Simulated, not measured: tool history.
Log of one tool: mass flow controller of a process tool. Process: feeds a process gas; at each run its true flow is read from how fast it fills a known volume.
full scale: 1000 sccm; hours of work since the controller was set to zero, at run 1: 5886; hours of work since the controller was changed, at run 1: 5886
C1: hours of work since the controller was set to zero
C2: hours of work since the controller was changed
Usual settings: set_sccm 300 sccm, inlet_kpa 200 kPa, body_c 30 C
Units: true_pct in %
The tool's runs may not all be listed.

run 1 hour=0.0 | set_sccm=300 inlet_kpa=200 body_c=30 | C1=5886 C2=5886 | true_pct=99.23
run 2 hour=153.8 | set_sccm=300 inlet_kpa=200 body_c=30 | C1=5962 C2=5962 | true_pct=99.18
run 3 hour=356.1 | set_sccm=300 inlet_kpa=200 body_c=21 | C1=6062 C2=6062 | true_pct=98.92
run 4 hour=678.2 | set_sccm=300 inlet_kpa=148 body_c=30 | C1=6222 C2=6222 | true_pct=99.24
run 5 hour=1001.2 | set_sccm=300 inlet_kpa=148 body_c=30 | C1=6382 C2=6382 | true_pct=99.36
run 6 hour=1200.3 | set_sccm=300 inlet_kpa=200 body_c=29 | C1=6481 C2=6481 | true_pct=99.17
run 7 hour=1420.7 | set_sccm=300 inlet_kpa=200 body_c=23 | C1=6590 C2=6590 | true_pct=99.05
run 8 hour=1559.0 | set_sccm=300 inlet_kpa=200 body_c=23 | C1=6658 C2=6658 | true_pct=99.05
run 9 hour=1746.5 | set_sccm=300 inlet_kpa=200 body_c=23 | C1=6751 C2=6751 | true_pct=99.03
run 10 hour=1965.7 | set_sccm=300 inlet_kpa=200 body_c=23 | C1=6860 C2=6860 | true_pct=99.00
run 11 hour=2291.7 | set_sccm=300 inlet_kpa=170 body_c=23 | C1=7022 C2=7022 | true_pct=99.08
run 12 hour=2526.4 | set_sccm=300 inlet_kpa=200 body_c=30 | C1=7138 C2=7138 | true_pct=99.23
run 13 hour=2773.1 | set_sccm=300 inlet_kpa=200 body_c=30 | C1=7260 C2=7260 | true_pct=99.26
run 14 hour=3016.0 | set_sccm=300 inlet_kpa=200 body_c=30 | C1=7381 C2=7381 | true_pct=99.16
run 15 hour=3298.3 | set_sccm=300 inlet_kpa=200 body_c=30 | C1=7521 C2=7521 | true_pct=99.21
run 16 hour=3607.2 | set_sccm=300 inlet_kpa=200 body_c=30 | C1=7674 C2=7674 | true_pct=99.24
run 17 hour=3791.2 | set_sccm=300 inlet_kpa=200 body_c=30 | C1=7765 C2=7765 | true_pct=99.20
run 18 hour=4115.1 | set_sccm=300 inlet_kpa=200 body_c=30 | C1=7925 C2=7925 | true_pct=99.16
run 19 hour=4274.5 | set_sccm=300 inlet_kpa=200 body_c=36 | C1=8004 C2=8004 | true_pct=99.43
run 20 hour=4426.4 | set_sccm=245 inlet_kpa=200 body_c=30 | C1=8080 C2=8080 | true_pct=99.17
run 21 hour=4582.3 | set_sccm=245 inlet_kpa=200 body_c=30 | C1=8157 C2=8157 | true_pct=99.23
run 22 hour=4902.8 | set_sccm=245 inlet_kpa=200 body_c=30 | C1=8316 C2=8316 | true_pct=99.13
run 23 hour=5173.5 | set_sccm=300 inlet_kpa=256 body_c=30 | C1=8450 C2=8450 | true_pct=99.21
run 24 hour=5414.8 | set_sccm=300 inlet_kpa=207 body_c=30 | C1=8570 C2=8570 | true_pct=99.13
-- hour=5646.9 controller's zero set anew
run 25 hour=5646.9 | set_sccm=300 inlet_kpa=207 body_c=30 | C1=0 C2=8684 | true_pct=99.25
run 26 hour=5872.3 | set_sccm=300 inlet_kpa=207 body_c=30 | C1=112 C2=8796 | true_pct=99.17
run 27 hour=6091.2 | set_sccm=300 inlet_kpa=207 body_c=30 | C1=220 C2=8905 | true_pct=99.19
run 28 hour=6250.0 | set_sccm=570 inlet_kpa=255 body_c=24 | C1=299 C2=8983 | true_pct=99.37
-- hour=6465.9 controller exchanged for a calibrated one
run 29 hour=6516.8 | set_sccm=570 inlet_kpa=207 body_c=32 | C1=25 C2=25 | true_pct=99.71
run 30 hour=6729.9 | set_sccm=570 inlet_kpa=207 body_c=32 | C1=131 C2=131 | true_pct=99.66
run 31 hour=6973.0 | set_sccm=467 inlet_kpa=167 body_c=39 | C1=251 C2=251 | true_pct=99.80
run 32 hour=7295.9 | set_sccm=467 inlet_kpa=167 body_c=39 | C1=411 C2=411 | true_pct=99.79
run 33 hour=7462.5 | set_sccm=467 inlet_kpa=167 body_c=39 | C1=494 C2=494 | true_pct=99.79
run 34 hour=7716.2 | set_sccm=174 inlet_kpa=200 body_c=32 | C1=620 C2=620 | true_pct=99.04
run 35 hour=8045.2 | set_sccm=174 inlet_kpa=200 body_c=32 | C1=783 C2=783 | true_pct=99.03
run 36 hour=8293.4 | set_sccm=174 inlet_kpa=200 body_c=32 | C1=906 C2=906 | true_pct=99.14
run 37 hour=8589.9 | set_sccm=174 inlet_kpa=200 body_c=32 | C1=1053 C2=1053 | true_pct=99.08
run 38 hour=8857.8 | set_sccm=261 inlet_kpa=200 body_c=28 | C1=1186 C2=1186 | true_pct=99.16
run 39 hour=9000.9 | set_sccm=261 inlet_kpa=200 body_c=28 | C1=1257 C2=1257 | true_pct=99.10
run 40 hour=9237.6 | set_sccm=300 inlet_kpa=200 body_c=26 | C1=1374 C2=1374 | true_pct=99.12
run 41 hour=9508.1 | set_sccm=300 inlet_kpa=230 body_c=24 | C1=1508 C2=1508 | true_pct=99.19
run 42 hour=9824.6 | set_sccm=300 inlet_kpa=187 body_c=24 | C1=1665 C2=1665 | true_pct=99.14
run 43 hour=10010.6 | set_sccm=662 inlet_kpa=160 body_c=30 | C1=1757 C2=1757 | true_pct=99.81
run 44 hour=10156.5 | set_sccm=662 inlet_kpa=160 body_c=30 | C1=1829 C2=1829 | true_pct=99.76
run 45 hour=10343.1 | set_sccm=662 inlet_kpa=160 body_c=30 | C1=1922 C2=1922 | true_pct=99.89
run 46 hour=10647.5 | set_sccm=662 inlet_kpa=267 body_c=24 | C1=2073 C2=2073 | true_pct=99.40
run 47 hour=10989.8 | set_sccm=300 inlet_kpa=194 body_c=21 | C1=2242 C2=2242 | true_pct=98.99

3 ways to go on from here, each from the tool as it stands after run 47. What would each give?
run A hour=11308.1 | set_sccm=300 inlet_kpa=170 body_c=32 | C1=2400 C2=2400 | true_pct=?
run B hour=11308.1 | set_sccm=300 inlet_kpa=156 body_c=30 | C1=2400 C2=2400 | true_pct=?
run C hour=11308.1 | set_sccm=425 inlet_kpa=194 body_c=21 | C1=2400 C2=2400 | true_pct=?

run=A true_pct=99.30
run=B true_pct=99.31
run=C true_pct=99.08
Without the tool's hidden state the same runs would have given:
run=A true_pct=99.31
run=B true_pct=99.31
run=C true_pct=99.09

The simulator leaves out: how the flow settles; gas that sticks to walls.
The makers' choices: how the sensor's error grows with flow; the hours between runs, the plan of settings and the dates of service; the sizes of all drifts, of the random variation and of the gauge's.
